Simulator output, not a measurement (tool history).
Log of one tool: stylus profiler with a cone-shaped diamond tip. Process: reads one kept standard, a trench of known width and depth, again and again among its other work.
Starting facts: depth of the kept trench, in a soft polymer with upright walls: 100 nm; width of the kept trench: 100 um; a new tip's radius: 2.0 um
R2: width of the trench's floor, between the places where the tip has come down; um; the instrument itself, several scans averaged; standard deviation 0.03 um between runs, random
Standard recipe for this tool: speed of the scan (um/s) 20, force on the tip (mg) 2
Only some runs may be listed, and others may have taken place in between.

{"run": 1, "hour": 0.0, "speed of the scan (um/s)": 20, "force on the tip (mg)": 2, "depth of the trench (Å)": 1013.5, "R2": 98.53}
{"run": 2, "hour": 93.6, "speed of the scan (um/s)": 20, "force on the tip (mg)": 2, "depth of the trench (Å)": 1014, "R2": 98.58}
{"run": 3, "hour": 158.8, "speed of the scan (um/s)": 20, "force on the tip (mg)": 2, "depth of the trench (Å)": 1013.7, "R2": 98.58}
{"run": 4, "hour": 248.7, "speed of the scan (um/s)": 20, "force on the tip (mg)": 2, "depth of the trench (Å)": 1014.1, "R2": 98.59}
{"run": 5, "hour": 304.1, "speed of the scan (um/s)": 20, "force on the tip (mg)": 2, "depth of the trench (Å)": 1014.2, "R2": 98.49}
{"run": 6, "hour": 382.3, "speed of the scan (um/s)": 20, "force on the tip (mg)": 2, "depth of the trench (Å)": 1014.4, "R2": 98.56}
{"run": 7, "hour": 447.0, "speed of the scan (um/s)": 20, "force on the tip (mg)": 4.6, "depth of the trench (Å)": 1023.7, "R2": 98.53}
{"run": 8, "hour": 516.7, "speed of the scan (um/s)": 20, "force on the tip (mg)": 4.6, "depth of the trench (Å)": 1023.5, "R2": 98.53}
{"run": 9, "hour": 589.7, "speed of the scan (um/s)": 20, "force on the tip (mg)": 4.6, "depth of the trench (Å)": 1023.3, "R2": 98.56}
{"run": 10, "hour": 644.5, "speed of the scan (um/s)": 20, "force on the tip (mg)": 4.6, "depth of the trench (Å)": 1023.4, "R2": 98.53}
{"run": 11, "hour": 728.7, "speed of the scan (um/s)": 20, "force on the tip (mg)": 4.6, "depth of the trench (Å)": 1023.9, "R2": 98.55}
{"run": 12, "hour": 803.2, "speed of the scan (um/s)": 20, "force on the tip (mg)": 4.6, "depth of the trench (Å)": 1024, "R2": 98.51}
{"run": 13, "hour": 856.0, "speed of the scan (um/s)": 20, "force on the tip (mg)": 4.6, "depth of the trench (Å)": 1024.3, "R2": 98.45}
{"run": 14, "hour": 910.0, "speed of the scan (um/s)": 20, "force on the tip (mg)": 3.23, "depth of the trench (Å)": 1019.6, "R2": 98.49}
{"run": 15, "hour": 952.9, "speed of the scan (um/s)": 20, "force on the tip (mg)": 3.23, "depth of the trench (Å)": 1019.5, "R2": 98.47}
{"run": 16, "hour": 1046.6, "speed of the scan (um/s)": 20, "force on the tip (mg)": 3.23, "depth of the trench (Å)": 1019.6, "R2": 98.43}
{"run": 17, "hour": 1107.9, "speed of the scan (um/s)": 20, "force on the tip (mg)": 3.23, "depth of the trench (Å)": 1019.5, "R2": 98.45}
{"run": 18, "hour": 1182.4, "speed of the scan (um/s)": 10, "force on the tip (mg)": 1.58, "depth of the trench (Å)": 1013.6, "R2": 98.43}
{"run": 19, "hour": 1266.4, "speed of the scan (um/s)": 10, "force on the tip (mg)": 1.58, "depth of the trench (Å)": 1013.3, "R2": 98.49}
{"run": 20, "hour": 1357.9, "speed of the scan (um/s)": 19, "force on the tip (mg)": 3.05, "depth of the trench (Å)": 1019.3, "R2": 98.45}
{"run": 21, "hour": 1415.4, "speed of the scan (um/s)": 71, "force on the tip (mg)": 5.74, "depth of the trench (Å)": 1028.3, "R2": 98.28}
{"run": 22, "hour": 1487.8, "speed of the scan (um/s)": 71, "force on the tip (mg)": 5.74, "depth of the trench (Å)": 1028.2, "R2": 98.3}
{"run": 23, "hour": 1582.2, "speed of the scan (um/s)": 13, "force on the tip (mg)": 2.62, "depth of the trench (Å)": 1018.4, "R2": 98.38}
{"run": 24, "hour": 1630.7, "speed of the scan (um/s)": 13, "force on the tip (mg)": 2.62, "depth of the trench (Å)": 1018.6, "R2": 98.41}

Per-run results on a tool with no hidden state, each run keeping its own random variation:
What the log doesn't record here: radius of the tip, um; height scale over the true one, %; drift of the gauge itself on depth_nm, %; drift of the gauge itself on floor_um, %.
run=1 depth_of_the_trench_(Å)=1012.4 R2=98.63
run=2 depth_of_the_trench_(Å)=1012.8 R2=98.69
run=3 depth_of_the_trench_(Å)=1012.4 R2=98.7
run=4 depth_of_the_trench_(Å)=1012.6 R2=98.73
run=5 depth_of_the_trench_(Å)=1012.7 R2=98.63
run=6 depth_of_the_trench_(Å)=1012.7 R2=98.71
run=7 depth_of_the_trench_(Å)=1022 R2=98.69
run=8 depth_of_the_trench_(Å)=1021.7 R2=98.7
run=9 depth_of_the_trench_(Å)=1021.4 R2=98.73
run=10 depth_of_the_trench_(Å)=1021.4 R2=98.71
run=11 depth_of_the_trench_(Å)=1021.8 R2=98.74
run=12 depth_of_the_trench_(Å)=1021.8 R2=98.71
run=13 depth_of_the_trench_(Å)=1022 R2=98.66
run=14 depth_of_the_trench_(Å)=1017.3 R2=98.7
run=15 depth_of_the_trench_(Å)=1017.1 R2=98.69
run=16 depth_of_the_trench_(Å)=1017.1 R2=98.66
run=17 depth_of_the_trench_(Å)=1016.8 R2=98.69
run=18 depth_of_the_trench_(Å)=1010.8 R2=98.68
run=19 depth_of_the_trench_(Å)=1010.5 R2=98.74
run=20 depth_of_the_trench_(Å)=1016.3 R2=98.72
run=21 depth_of_the_trench_(Å)=1025.2 R2=98.56
run=22 depth_of_the_trench_(Å)=1025.1 R2=98.58
run=23 depth_of_the_trench_(Å)=1015.1 R2=98.68
run=24 depth_of_the_trench_(Å)=1015.2 R2=98.71
